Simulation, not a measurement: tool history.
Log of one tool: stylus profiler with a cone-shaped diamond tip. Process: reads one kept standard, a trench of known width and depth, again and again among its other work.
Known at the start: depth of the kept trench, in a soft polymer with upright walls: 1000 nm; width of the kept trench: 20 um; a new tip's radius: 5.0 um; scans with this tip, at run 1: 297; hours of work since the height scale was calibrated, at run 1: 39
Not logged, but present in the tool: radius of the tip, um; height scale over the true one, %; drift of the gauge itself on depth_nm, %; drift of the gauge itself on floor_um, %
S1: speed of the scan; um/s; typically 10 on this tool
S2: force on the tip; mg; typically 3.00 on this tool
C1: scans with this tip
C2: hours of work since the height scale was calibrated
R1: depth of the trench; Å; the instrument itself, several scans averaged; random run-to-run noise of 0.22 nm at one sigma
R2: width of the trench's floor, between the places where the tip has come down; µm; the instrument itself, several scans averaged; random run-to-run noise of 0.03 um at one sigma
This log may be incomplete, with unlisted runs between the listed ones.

{"run": 1, "hour": 0.0, "S1": 10, "S2": 3.0, "C1": 297, "C2": 39, "R1": 10062.6, "R2": 13.98}
{"run": 2, "hour": 13.9, "S1": 10, "S2": 3.0, "C1": 345, "C2": 45, "R1": 10062.0, "R2": 13.96}
{"run": 3, "hour": 25.0, "S1": 10, "S2": 3.0, "C1": 383, "C2": 50, "R1": 10062.0, "R2": 13.91}
{"run": 4, "hour": 42.5, "S1": 10, "S2": 3.0, "C1": 444, "C2": 58, "R1": 10061.6, "R2": 13.98}
{"run": 5, "hour": 63.2, "S1": 10, "S2": 4.88, "C1": 516, "C2": 67, "R1": 10091.3, "R2": 13.95}
{"run": 6, "hour": 74.1, "S1": 3, "S2": 3.0, "C1": 554, "C2": 72, "R1": 10062.1, "R2": 14.0}
{"run": 7, "hour": 97.6, "S1": 3, "S2": 3.0, "C1": 636, "C2": 83, "R1": 10058.7, "R2": 13.96}
{"run": 8, "hour": 111.5, "S1": 3, "S2": 3.0, "C1": 684, "C2": 89, "R1": 10060.1, "R2": 13.96}
{"run": 9, "hour": 125.1, "S1": 3, "S2": 3.0, "C1": 731, "C2": 96, "R1": 10060.6, "R2": 14.0}
{"run": 10, "hour": 137.0, "S1": 3, "S2": 3.0, "C1": 772, "C2": 101, "R1": 10060.9, "R2": 13.96}
{"run": 11, "hour": 156.2, "S1": 3, "S2": 3.0, "C1": 839, "C2": 110, "R1": 10060.9, "R2": 13.93}
{"run": 12, "hour": 167.1, "S1": 3, "S2": 3.0, "C1": 877, "C2": 115, "R1": 10061.1, "R2": 13.88}
{"run": 13, "hour": 177.8, "S1": 3, "S2": 3.0, "C1": 914, "C2": 119, "R1": 10059.4, "R2": 13.93}
{"run": 14, "hour": 190.8, "S1": 10, "S2": 3.0, "C1": 959, "C2": 125, "R1": 10061.5, "R2": 13.81}
{"run": 15, "hour": 211.9, "S1": 10, "S2": 3.0, "C1": 1032, "C2": 135, "R1": 10060.4, "R2": 13.85}
{"run": 16, "hour": 236.8, "S1": 10, "S2": 3.0, "C1": 1119, "C2": 146, "R1": 10058.0, "R2": 13.8}
{"run": 17, "hour": 260.1, "S1": 10, "S2": 4.1, "C1": 1199, "C2": 157, "R1": 10073.3, "R2": 13.8}
{"run": 18, "hour": 279.8, "S1": 10, "S2": 3.0, "C1": 1268, "C2": 166, "R1": 10058.4, "R2": 13.83}
{"run": 19, "hour": 298.4, "S1": 10, "S2": 3.0, "C1": 1333, "C2": 174, "R1": 10057.1, "R2": 13.82}
{"run": 20, "hour": 319.9, "S1": 10, "S2": 3.0, "C1": 1407, "C2": 184, "R1": 10056.7, "R2": 13.73}
{"run": 21, "hour": 344.4, "S1": 10, "S2": 6.49, "C1": 1492, "C2": 195, "R1": 10099.6, "R2": 13.8}
{"run": 22, "hour": 370.7, "S1": 10, "S2": 3.0, "C1": 1584, "C2": 207, "R1": 10055.4, "R2": 13.74}
{"run": 23, "hour": 395.8, "S1": 10, "S2": 3.0, "C1": 1671, "C2": 218, "R1": 10052.8, "R2": 13.71}
{"run": 24, "hour": 418.9, "S1": 10, "S2": 4.94, "C1": 1751, "C2": 229, "R1": 10081.8, "R2": 13.74}
{"run": 25, "hour": 434.2, "S1": 10, "S2": 4.94, "C1": 1804, "C2": 236, "R1": 10079.2, "R2": 13.7}
{"run": 26, "hour": 454.8, "S1": 10, "S2": 4.94, "C1": 1875, "C2": 245, "R1": 10079.1, "R2": 13.73}
{"run": 27, "hour": 469.5, "S1": 10, "S2": 4.18, "C1": 1926, "C2": 252, "R1": 10068.6, "R2": 13.67}
{"run": 28, "hour": 491.9, "S1": 6, "S2": 5.63, "C1": 2004, "C2": 262, "R1": 10090.6, "R2": 13.7}
{"run": 29, "hour": 514.6, "S1": 7, "S2": 8.1, "C1": 2083, "C2": 272, "R1": 10113.3, "R2": 13.7}
{"run": 30, "hour": 529.2, "S1": 3, "S2": 2.32, "C1": 2134, "C2": 279, "R1": 10042.1, "R2": 13.72}
{"run": 31, "hour": 548.9, "S1": 3, "S2": 2.32, "C1": 2202, "C2": 288, "R1": 10038.0, "R2": 13.68}
{"run": 32, "hour": 565.6, "S1": 4, "S2": 2.32, "C1": 2260, "C2": 295, "R1": 10041.5, "R2": 13.64}
{"run": 33, "hour": 588.9, "S1": 4, "S2": 4.75, "C1": 2341, "C2": 306, "R1": 10067.7, "R2": 13.66}
{"run": 34, "hour": 611.7, "S1": 5, "S2": 6.69, "C1": 2420, "C2": 316, "R1": 10094.9, "R2": 13.68}
{"run": 35, "hour": 626.8, "S1": 12, "S2": 2.12, "C1": 2473, "C2": 323, "R1": 10035.3, "R2": 13.61}
{"run": 36, "hour": 652.2, "S1": 12, "S2": 2.12, "C1": 2561, "C2": 335, "R1": 10034.0, "R2": 13.58}
{"run": 37, "hour": 677.5, "S1": 8, "S2": 2.89, "C1": 2649, "C2": 346, "R1": 10049.7, "R2": 13.62}
{"run": 38, "hour": 696.4, "S1": 4, "S2": 7.9, "C1": 2714, "C2": 355, "R1": 10107.8, "R2": 13.58}
{"run": 39, "hour": 712.3, "S1": 4, "S2": 2.01, "C1": 2769, "C2": 362, "R1": 10030.2, "R2": 13.55}
{"run": 40, "hour": 731.4, "S1": 4, "S2": 2.01, "C1": 2836, "C2": 371, "R1": 10031.0, "R2": 13.58}
{"run": 41, "hour": 746.9, "S1": 4, "S2": 2.01, "C1": 2890, "C2": 378, "R1": 10031.7, "R2": 13.5}
{"run": 42, "hour": 766.2, "S1": 5, "S2": 2.09, "C1": 2957, "C2": 387, "R1": 10029.6, "R2": 13.46}
{"run": 43, "hour": 789.2, "S1": 5, "S2": 2.09, "C1": 3036, "C2": 397, "R1": 10032.9, "R2": 13.52}
{"run": 44, "hour": 803.9, "S1": 5, "S2": 2.09, "C1": 3088, "C2": 404, "R1": 10029.5, "R2": 13.53}
{"run": 45, "hour": 817.1, "S1": 4, "S2": 1.62, "C1": 3133, "C2": 410, "R1": 10024.4, "R2": 13.53}
{"run": 46, "hour": 832.6, "S1": 29, "S2": 3.7, "C1": 3187, "C2": 417, "R1": 10052.3, "R2": 13.4}
{"run": 47, "hour": 853.8, "S1": 30, "S2": 8.27, "C1": 3261, "C2": 426, "R1": 10106.7, "R2": 13.43}

Results per run with the tool's hidden condition removed, run-to-run variation unchanged:
run=1 R1=10064.5 R2=13.96
run=2 R1=10064.2 R2=13.94
run=3 R1=10064.6 R2=13.90
run=4 R1=10064.5 R2=13.98
run=5 R1=10094.7 R2=13.97
run=6 R1=10065.7 R2=14.02
run=7 R1=10063.0 R2=13.99
run=8 R1=10064.7 R2=14.01
run=9 R1=10065.4 R2=14.05
run=10 R1=10066.0 R2=14.02
run=11 R1=10066.5 R2=14.00
run=12 R1=10067.0 R2=13.96
run=13 R1=10065.6 R2=14.01
run=14 R1=10067.9 R2=13.90
run=15 R1=10067.3 R2=13.96
run=16 R1=10065.4 R2=13.92
run=17 R1=10081.3 R2=13.94
run=18 R1=10066.9 R2=13.97
run=19 R1=10066.1 R2=13.98
run=20 R1=10066.3 R2=13.90
run=21 R1=10109.8 R2=13.99
run=22 R1=10066.1 R2=13.95
run=23 R1=10064.1 R2=13.94
run=24 R1=10093.7 R2=13.98
run=25 R1=10091.5 R2=13.95
run=26 R1=10091.8 R2=13.98
run=27 R1=10081.6 R2=13.94
run=28 R1=10104.2 R2=13.98
run=29 R1=10127.5 R2=14.00
run=30 R1=10056.5 R2=14.03
run=31 R1=10053.0 R2=14.00
run=32 R1=10056.8 R2=13.96
run=33 R1=10083.7 R2=14.00
run=34 R1=10111.5 R2=14.04
run=35 R1=10052.2 R2=13.97
run=36 R1=10051.4 R2=13.95
run=37 R1=10067.7 R2=14.01
run=38 R1=10126.4 R2=13.99
run=39 R1=10049.1 R2=13.96
run=40 R1=10050.4 R2=14.00
run=41 R1=10051.4 R2=13.93
run=42 R1=10049.7 R2=13.90
run=43 R1=10053.6 R2=13.98
run=44 R1=10050.6 R2=14.00
run=45 R1=10045.7 R2=14.01
run=46 R1=10074.1 R2=13.88
run=47 R1=10129.1 R2=13.93
